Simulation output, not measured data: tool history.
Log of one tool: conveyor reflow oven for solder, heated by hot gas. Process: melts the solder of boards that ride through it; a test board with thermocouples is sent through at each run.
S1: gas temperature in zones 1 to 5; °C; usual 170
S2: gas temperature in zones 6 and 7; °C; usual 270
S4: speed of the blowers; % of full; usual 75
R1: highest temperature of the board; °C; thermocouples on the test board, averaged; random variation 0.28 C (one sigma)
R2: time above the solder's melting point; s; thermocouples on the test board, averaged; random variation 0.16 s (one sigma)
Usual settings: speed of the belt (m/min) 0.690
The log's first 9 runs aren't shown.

-- day=11.946 thermocouples of zones 6 and 7 changed
run 10 day=12.000 | S1=170 S2=270 speed_of_the_belt_(m/min)=0.690 S4=75 | R1=254.8 R2=39.9
run 11 day=13.112 | S1=170 S2=270 speed_of_the_belt_(m/min)=0.690 S4=58 | R1=251.8 R2=37.7
run 12 day=13.938 | S1=170 S2=259 speed_of_the_belt_(m/min)=0.690 S4=58 | R1=241.6 R2=32.4
run 13 day=15.029 | S1=170 S2=259 speed_of_the_belt_(m/min)=0.690 S4=58 | R1=242.3 R2=32.3
run 14 day=16.600 | S1=170 S2=259 speed_of_the_belt_(m/min)=0.690 S4=58 | R1=241.7 R2=32.0
-- day=17.792 flux residue cleaned out of gas plates and filters
run 15 day=18.304 | S1=170 S2=259 speed_of_the_belt_(m/min)=0.690 S4=58 | R1=243.6 R2=34.1
run 16 day=20.058 | S1=170 S2=265 speed_of_the_belt_(m/min)=0.690 S4=58 | R1=249.2 R2=37.0
run 17 day=21.675 | S1=175 S2=265 speed_of_the_belt_(m/min)=0.598 S4=58 | R1=253.7 R2=48.2
run 18 day=22.462 | S1=175 S2=265 speed_of_the_belt_(m/min)=0.598 S4=65 | R1=255.2 R2=48.8
run 19 day=23.733 | S1=160 S2=271 speed_of_the_belt_(m/min)=0.690 S4=75 | R1=255.5 R2=38.5
run 20 day=25.488 | S1=182 S2=270 speed_of_the_belt_(m/min)=0.690 S4=75 | R1=257.5 R2=44.7
run 21 day=26.212 | S1=182 S2=270 speed_of_the_belt_(m/min)=0.690 S4=75 | R1=257.9 R2=44.4
run 22 day=27.617 | S1=182 S2=268 speed_of_the_belt_(m/min)=0.809 S4=75 | R1=250.7 R2=35.0
run 23 day=29.033 | S1=157 S2=270 speed_of_the_belt_(m/min)=0.690 S4=66 | R1=252.3 R2=36.0
run 24 day=29.888 | S1=170 S2=270 speed_of_the_belt_(m/min)=0.653 S4=84 | R1=258.0 R2=44.8
run 25 day=30.662 | S1=173 S2=268 speed_of_the_belt_(m/min)=0.690 S4=62 | R1=252.1 R2=39.5
run 26 day=31.442 | S1=170 S2=264 speed_of_the_belt_(m/min)=0.817 S4=75 | R1=244.2 R2=28.2
run 27 day=33.096 | S1=170 S2=264 speed_of_the_belt_(m/min)=0.817 S4=75 | R1=244.3 R2=28.2
run 28 day=34.633 | S1=170 S2=270 speed_of_the_belt_(m/min)=0.708 S4=73 | R1=253.7 R2=38.6
-- day=36.525 flux residue cleaned out of gas plates and filters
run 29 day=36.600 | S1=170 S2=270 speed_of_the_belt_(m/min)=0.708 S4=73 | R1=256.8 R2=40.3
run 30 day=37.325 | S1=170 S2=284 speed_of_the_belt_(m/min)=0.708 S4=73 | R1=269.2 R2=44.8
run 31 day=38.050 | S1=160 S2=274 speed_of_the_belt_(m/min)=0.708 S4=73 | R1=258.5 R2=39.1

Forecast each of these 4 alternatives for the next run:
run A day=38.825 | S1=158 S2=274 speed_of_the_belt_(m/min)=0.824 S4=73 | R1=? R2=?
run B day=38.825 | S1=181 S2=271 speed_of_the_belt_(m/min)=0.573 S4=73 | R1=? R2=?
run C day=38.825 | S1=170 S2=270 speed_of_the_belt_(m/min)=0.748 S4=51 | R1=? R2=?
run D day=38.825 | S1=160 S2=274 speed_of_the_belt_(m/min)=0.708 S4=50 | R1=? R2=?

run=A R1=252.3 R2=30.3
run=B R1=264.1 R2=57.3
run=C R1=250.6 R2=34.3
run=D R1=253.9 R2=35.9
Without the tool's hidden state the same runs would have given:
run=A R1=251.5 R2=29.2
run=B R1=263.4 R2=55.7
run=C R1=249.6 R2=33.0
run=D R1=252.9 R2=34.5
